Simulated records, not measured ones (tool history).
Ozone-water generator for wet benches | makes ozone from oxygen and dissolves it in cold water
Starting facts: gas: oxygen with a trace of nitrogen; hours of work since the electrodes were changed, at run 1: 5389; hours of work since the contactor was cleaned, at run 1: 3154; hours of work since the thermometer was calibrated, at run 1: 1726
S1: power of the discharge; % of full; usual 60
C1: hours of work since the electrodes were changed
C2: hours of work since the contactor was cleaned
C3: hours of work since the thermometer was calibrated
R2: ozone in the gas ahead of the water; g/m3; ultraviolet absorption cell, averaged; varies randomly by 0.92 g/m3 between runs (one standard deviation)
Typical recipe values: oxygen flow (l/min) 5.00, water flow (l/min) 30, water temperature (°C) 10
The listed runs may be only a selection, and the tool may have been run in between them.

Run 1, hour 0.0: usual settings; C1 5389; C2 3154; C3 1726. Result: dissolved ozone (ppm) 10.9, R2 131.3 g/m3.
Run 2, hour 120.7: usual settings; C1 5507; C2 3272; C3 1844. Result: dissolved ozone (ppm) 10.9, R2 127.4 g/m3.
Run 3, hour 214.9: usual settings; C1 5599; C2 3364; C3 1936. Result: dissolved ozone (ppm) 10.7, R2 130.4 g/m3.
Run 4, hour 309.5: usual settings; C1 5691; C2 3456; C3 2028. Result: dissolved ozone (ppm) 10.7, R2 129.0 g/m3.
Run 5, hour 380.1: usual settings; C1 5760; C2 3525; C3 2097. Result: dissolved ozone (ppm) 10.9, R2 128.9 g/m3.
Run 6, hour 472.3: usual settings; C1 5850; C2 3615; C3 2187. Result: dissolved ozone (ppm) 10.8, R2 126.8 g/m3.
Run 7, hour 573.1: usual settings but water flow (l/min) 38; C1 5948; C2 3713; C3 2285. Result: dissolved ozone (ppm) 8.4, R2 127.9 g/m3.
Run 8, hour 706.9: usual settings but water flow (l/min) 38; C1 6079; C2 3844; C3 2416. Result: dissolved ozone (ppm) 8.3, R2 127.9 g/m3.
Run 9, hour 866.1: usual settings; C1 6234; C2 3999; C3 2571. Result: dissolved ozone (ppm) 10.4, R2 126.9 g/m3.
Run 10, hour 1017.4: usual settings; C1 6382; C2 4147; C3 2719. Result: dissolved ozone (ppm) 10.6, R2 126.2 g/m3.
Run 11, hour 1108.5: usual settings; C1 6471; C2 4236; C3 2808. Result: dissolved ozone (ppm) 10.2, R2 127.0 g/m3.
Run 12, hour 1190.2: usual settings; C1 6551; C2 4316; C3 2888. Result: dissolved ozone (ppm) 10.3, R2 124.8 g/m3.
Run 13, hour 1267.6: usual settings but water flow (l/min) 19; C1 6626; C2 4391; C3 2963. Result: dissolved ozone (ppm) 16.1, R2 124.5 g/m3.
Run 14, hour 1390.1: usual settings but water flow (l/min) 19; C1 6746; C2 4511; C3 3083. Result: dissolved ozone (ppm) 15.8, R2 123.8 g/m3.
Run 15, hour 1470.5: usual settings but water flow (l/min) 19; C1 6825; C2 4590; C3 3161. Result: dissolved ozone (ppm) 15.9, R2 123.3 g/m3.
Run 16, hour 1607.2: usual settings but S1 81 % of full, oxygen flow (l/min) 3.95, water flow (l/min) 19; C1 6958; C2 4723; C3 3295. Result: dissolved ozone (ppm) 18.4, R2 168.7 g/m3.
Run 17, hour 1694.1: usual settings but oxygen flow (l/min) 2.87, water temperature (°C) 7; C1 7043; C2 4808; C3 3380. Result: dissolved ozone (ppm) 10.0, R2 179.0 g/m3.
Run 18, hour 1776.8: usual settings but oxygen flow (l/min) 5.19, water temperature (°C) 13; C1 7124; C2 4889; C3 3461. Result: dissolved ozone (ppm) 9.8, R2 119.3 g/m3.
Run 19, hour 1927.0: usual settings but oxygen flow (l/min) 5.19, water temperature (°C) 13; C1 7270; C2 5035; C3 3607. Result: dissolved ozone (ppm) 9.9, R2 118.7 g/m3.
At hour 1940.6: water thermometer calibrated.
Run 20, hour 2081.8: usual settings but S1 69 % of full, oxygen flow (l/min) 5.19, water temperature (°C) 13; C1 7421; C2 5186; C3 138. Result: dissolved ozone (ppm) 10.3, R2 125.7 g/m3.
Run 21, hour 2150.7: usual settings but oxygen flow (l/min) 5.49, water temperature (°C) 15; C1 7488; C2 5253; C3 205. Result: dissolved ozone (ppm) 9.5, R2 114.3 g/m3.
Run 22, hour 2215.0: usual settings but S1 81 % of full, oxygen flow (l/min) 5.54, water flow (l/min) 19, water temperature (°C) 8; C1 7551; C2 5316; C3 268. Result: dissolved ozone (ppm) 18.0, R2 129.7 g/m3.
Run 23, hour 2284.2: usual settings but S1 84 % of full, oxygen flow (l/min) 7.15, water flow (l/min) 43, water temperature (°C) 9; C1 7619; C2 5384; C3 336. Result: dissolved ozone (ppm) 8.2, R2 110.5 g/m3.
Run 24, hour 2394.1: usual settings but S1 52 % of full, oxygen flow (l/min) 3.87, water temperature (°C) 5; C1 7726; C2 5491; C3 443. Result: dissolved ozone (ppm) 9.3, R2 134.9 g/m3.
Run 25, hour 2459.8: usual settings but S1 81 % of full, oxygen flow (l/min) 3.87, water flow (l/min) 44, water temperature (°C) 11; C1 7790; C2 5555; C3 507. Result: dissolved ozone (ppm) 7.2, R2 164.3 g/m3.
Run 26, hour 2585.2: usual settings but S1 68 % of full, water flow (l/min) 22; C1 7912; C2 5677; C3 629. Result: dissolved ozone (ppm) 13.9, R2 126.9 g/m3.
Run 27, hour 2732.6: usual settings but S1 43 % of full, water flow (l/min) 47; C1 8056; C2 5821; C3 773. Result: dissolved ozone (ppm) 5.1, R2 100.9 g/m3.

Hidden state at the last listed run before each entry between runs and at the first one after, where it differs:
After run 19, before run 20: water thermometer calibrated (hour 1940.6)
  yield of the discharge, % of new electrodes': 78 -> 77.5; contactor's efficiency, % of a clean one's: 91.3 -> 91; true water temperature over the reading, C: 0.12 -> 0.09
  what was measured, less what the result would be without the hidden state, dissolved ozone (ppm): -3.1 -> -3.7; R2: -30.3 -> -36.3 g/m3
